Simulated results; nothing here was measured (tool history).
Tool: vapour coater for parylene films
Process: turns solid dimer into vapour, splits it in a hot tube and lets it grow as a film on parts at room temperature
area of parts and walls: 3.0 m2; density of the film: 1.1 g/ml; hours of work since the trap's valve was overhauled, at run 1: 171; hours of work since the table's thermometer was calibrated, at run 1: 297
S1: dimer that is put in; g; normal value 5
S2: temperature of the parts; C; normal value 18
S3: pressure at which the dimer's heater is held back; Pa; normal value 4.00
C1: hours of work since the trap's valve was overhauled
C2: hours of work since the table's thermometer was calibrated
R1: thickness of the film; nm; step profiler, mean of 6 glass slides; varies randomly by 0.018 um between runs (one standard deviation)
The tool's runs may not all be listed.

run	hour	S1	S2	S3	C1	C2	R1
1	0.0	5	18	4.00	171	297	1060
2	17.3	5	18	4.00	182	308	1070
3	31.0	5	18	5.80	190	317	960
4	50.6	5	18	5.80	202	329	970
5	64.3	5	20	4.00	211	337	990
6	78.2	5	20	4.00	219	346	970
7	89.0	5	20	4.00	226	352	970
8	100.8	2	18	4.00	233	360	390
9	116.2	2	18	4.00	243	369	390
10	129.8	2	18	4.00	251	378	430
11	140.4	5	15	4.00	258	384	1220
12	153.4	5	15	4.00	266	392	1230
13	164.5	5	15	6.24	273	399	1090
14	180.6	5	15	10.18	283	409	940
15	191.6	2	18	4.00	289	416	420
16	205.5	2	18	4.00	298	425	390
17	221.5	5	18	4.00	308	434	1010
18	242.9	5	15	4.00	321	448	1200
19	257.2	5	19	4.00	330	457	1000
20	267.7	9	18	5.42	336	463	1730
21	286.1	5	21	2.26	348	474	1020
22	297.9	5	12	7.92	355	482	1160
23	317.7	5	12	6.15	367	494	1180
24	329.5	5	12	6.15	375	501	1190
25	343.3	6	27	2.64	383	510	880
26	357.8	6	10	3.14	392	519	1630
# hour 360.0: table's thermometer calibrated
27	373.2	3	18	2.71	401	8	680
28	385.2	2	13	6.53	409	16	450
# hour 394.3: table's thermometer calibrated, once more
29	408.4	2	13	6.53	422	9	470
30	421.8	6	15	11.56	431	17	1090
31	441.2	5	21	5.73	443	29	840
32	456.5	5	21	5.73	452	38	830
33	477.3	5	21	5.73	465	51	850
34	489.0	5	18	2.50	472	59	1130
35	511.2	3	10	2.46	486	72	840
36	525.7	5	16	6.60	495	81	960
37	543.9	3	18	6.60	506	93	520

Branching from run 37: 4 alternative next runs. What would each branch give?
A	558.0	3	11	7.53	515	101	?
B	558.0	3	21	5.30	515	101	?
C	558.0	3	10	6.60	515	101	?
D	558.0	4	22	2.25	515	101	?

run	R1
A	740
B	480
C	780
D	790
With no hidden state in the tool, these same runs would have given:
run	R1
A	820
B	530
C	860
D	870
